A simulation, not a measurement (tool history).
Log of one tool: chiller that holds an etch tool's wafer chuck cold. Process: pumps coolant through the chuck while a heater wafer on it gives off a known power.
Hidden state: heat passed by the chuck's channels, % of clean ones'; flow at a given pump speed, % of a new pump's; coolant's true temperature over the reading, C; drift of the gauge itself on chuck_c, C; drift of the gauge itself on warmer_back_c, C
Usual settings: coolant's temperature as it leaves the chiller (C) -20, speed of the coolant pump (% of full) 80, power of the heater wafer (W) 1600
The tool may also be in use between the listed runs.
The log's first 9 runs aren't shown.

run    hour  coolant's temperature as it leaves the chiller (C)  speed of the coolant pump (% of full)  power of the heater wafer (W)  hours since the coolant was changed and the channels were flushed  hours since the pump was overhauled  hours since the chiller's thermometer was calibrated  chuck's temperature once it has settled (C)  how much warmer the coolant comes back (C)
 10   400.8                                                 -20                                     80                            994                                                               6219                                 1536                                                   416                                        -10.7                                        3.87
 11   430.2                                                 -20                                     80                            994                                                               6248                                 1566                                                   445                                        -10.8                                        3.90
 12   456.1                                                 -20                                     80                            994                                                               6274                                 1592                                                   471                                        -10.7                                        3.91
 13   493.1                                                 -20                                     80                            994                                                               6311                                 1629                                                   508                                        -10.5                                        3.96
 14   527.3                                                 -20                                     80                           1600                                                               6345                                 1663                                                   543                                         -4.8                                        6.19
 15   582.7                                                 -20                                     80                           2230                                                               6401                                 1718                                                   598                                          1.0                                        8.49
 16   638.8                                                 -20                                     76                           1600                                                               6457                                 1774                                                   654                                         -4.3                                        6.58
      684.0  -- gauge calibrated
 17   700.3                                                 -27                                     75                           1737                                                               6518                                 1836                                                   716                                         -9.6                                        6.77
 18   732.8                                                 -20                                     80                           1162                                                               6551                                 1868                                                   748                                         -9.2                                        4.27
 19   776.8                                                 -20                                     80                           1965                                                               6595                                 1912                                                   792                                         -1.5                                        7.19
 20   821.9                                                 -20                                     63                           1956                                                               6640                                 1957                                                   837                                          2.7                                        9.25
 21   861.7                                                 -12                                     76                           1822                                                               6680                                 1997                                                   877                                          5.9                                        7.13
 22   916.0                                                 -29                                     73                           1600                                                               6734                                 2052                                                   931                                        -12.8                                        6.58
 23   961.2                                                 -25                                     63                           1230                                                               6779                                 2097                                                   976                                        -10.9                                        5.98
 24   996.4                                                 -18                                     60                           2124                                                               6815                                 2132                                                  1012                                          7.7                                       10.69
 25  1038.5                                                 -25                                     68                           1580                                                               6857                                 2174                                                  1054                                         -8.0                                        7.07
 26  1096.3                                                 -20                                     87                           1600                                                               6914                                 2232                                                  1112                                         -6.0                                        5.60
 27  1152.3                                                 -22                                     80                           1600                                                               6970                                 2288                                                  1168                                         -7.1                                        6.13
 28  1181.8                                                 -22                                     80                           1600                                                               7000                                 2317                                                  1197                                         -6.9                                        6.19
 29  1229.6                                                 -11                                     80                           1600                                                               7048                                 2365                                                  1245                                          4.0                                        6.21
 30  1267.4                                                 -30                                     66                           2166                                                               7085                                 2403                                                  1283                                         -6.0                                       10.01
 31  1305.4                                                 -26                                     66                            883                                                               7124                                 2441                                                  1321                                        -16.2                                        4.35

3 ways to go on from here, each from the tool as it stands after run 31. What would each give?
  A  1344.2                                                 -26                                     95                           2107                                                               7162                                 2480                                                  1359                                            ?                                           ?
  B  1344.2                                                 -10                                     66                            883                                                               7162                                 2480                                                  1359                                            ?                                           ?
  C  1344.2                                                 -22                                     77                           1600                                                               7162                                 2480                                                  1359                                            ?                                           ?

run  chuck's temperature once it has settled (C)  how much warmer the coolant comes back (C)
  A                                         -8.8                                        6.83
  B                                         -0.2                                        4.42
  C                                         -6.5                                        6.50
Without the tool's hidden state the same runs would have given:
run  chuck's temperature once it has settled (C)  how much warmer the coolant comes back (C)
  A                                         -8.8                                        6.39
  B                                         -0.2                                        3.98
  C                                         -6.5                                        6.06
